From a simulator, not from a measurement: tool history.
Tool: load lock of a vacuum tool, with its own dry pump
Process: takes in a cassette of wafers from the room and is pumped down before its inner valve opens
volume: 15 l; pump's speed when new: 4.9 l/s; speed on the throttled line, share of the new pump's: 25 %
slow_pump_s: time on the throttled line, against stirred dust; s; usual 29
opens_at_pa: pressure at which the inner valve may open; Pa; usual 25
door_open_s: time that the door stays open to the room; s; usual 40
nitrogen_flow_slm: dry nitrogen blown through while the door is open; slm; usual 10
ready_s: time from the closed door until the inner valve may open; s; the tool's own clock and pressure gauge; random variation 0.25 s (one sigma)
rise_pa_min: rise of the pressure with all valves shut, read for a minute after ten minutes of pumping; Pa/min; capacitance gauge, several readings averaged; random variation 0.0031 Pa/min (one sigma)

run	hour	slow_pump_s	opens_at_pa	door_open_s	nitrogen_flow_slm	incoming humidity of the room's air, %	ready_s	rise_pa_min
1	0	29	25	40	10	50.1	48	0.156
2	312.1	29	25	40	10	44.2	47.5	0.154
3	538.3	29	25	40	10	44.3	47.6	0.157
4	794.3	29	25	132	10	43.7	47.5	0.192
5	970.4	29	25	40	10	47.6	47.8	0.163
6	1242.3	29	25	40	20	42.3	47.9	0.141
7	1608.8	29	25	40	20	46.3	48.1	0.155
8	1878.8	29	25	40	20	43.8	48.2	0.15
9	2101.7	29	25	170	10	42.5	48.2	0.216
10	2410.5	29	25	227	10	44.7	48.2	0.231
11	2671	29	25	227	10	49.6	48.3	0.254
12	2927.9	54	25	40	10	42.2	66.7	0.167
13	3250.4	29	25	40	10	43.1	48.5	0.174
14	3463.9	29	25	40	10	44.4	48.6	0.177
15	3647.1	29	25	40	10	44.4	48.3	0.177
16	3886.1	29	25	40	10	46.6	48.3	0.186
17	4040	29	25	40	10	44.9	48.3	0.177
18	4386.2	29	25	40	10	47	48.5	0.184
19	4738.3	29	25	40	5	44.8	48.7	0.193
20	4925.8	54	25	40	17	44	67	0.178
21	5228	29	46	40	10	44.7	46.9	0.188
22	5425.1	29	46	40	10	44.3	47	0.189
23	5652	29	46	40	10	41.1	47	0.187
24	5846.3	29	46	40	10	46.7	46.9	0.196
25	6092	29	46	40	10	43.8	47.2	0.192
26	6445.1	29	46	82	10	45.8	47.4	0.217
27	6613.1	54	25	135	25	43.5	67.5	0.215
28	6963.8	29	25	40	9	45.7	48.9	0.203
29	7201.3	35	27	40	10	48.9	53.5	0.212
30	7544	35	27	40	10	43.7	52.9	0.215
31	7888.7	41	42	27	15	48.3	56.1	0.204
32	8217.8	32	42	27	8	45.6	49.5	0.206
33	8576.6	29	22	40	10	50	50.4	0.225
34	8898.7	29	22	40	10	45.7	50.2	0.221
35	9196.9	29	22	40	10	44.5	50.6	0.223
36	9439.1	29	25	231	29	45.3	50	0.265

3 ways to go on from here, each from the tool as it stands after run 36. What would each give?
A	9667.8	22	25	70	29	45.5	?	?
B	9667.8	29	25	40	5	44.9	?	?
C	9667.8	18	44	40	10	44	?	?

run	ready_s	rise_pa_min
A	44.8	0.23
B	49.2	0.232
C	39.6	0.225
Without the tool's hidden state the same runs would have given:
run	ready_s	rise_pa_min
A	42.4	0.07
B	47.1	0.075
C	37.3	0.068
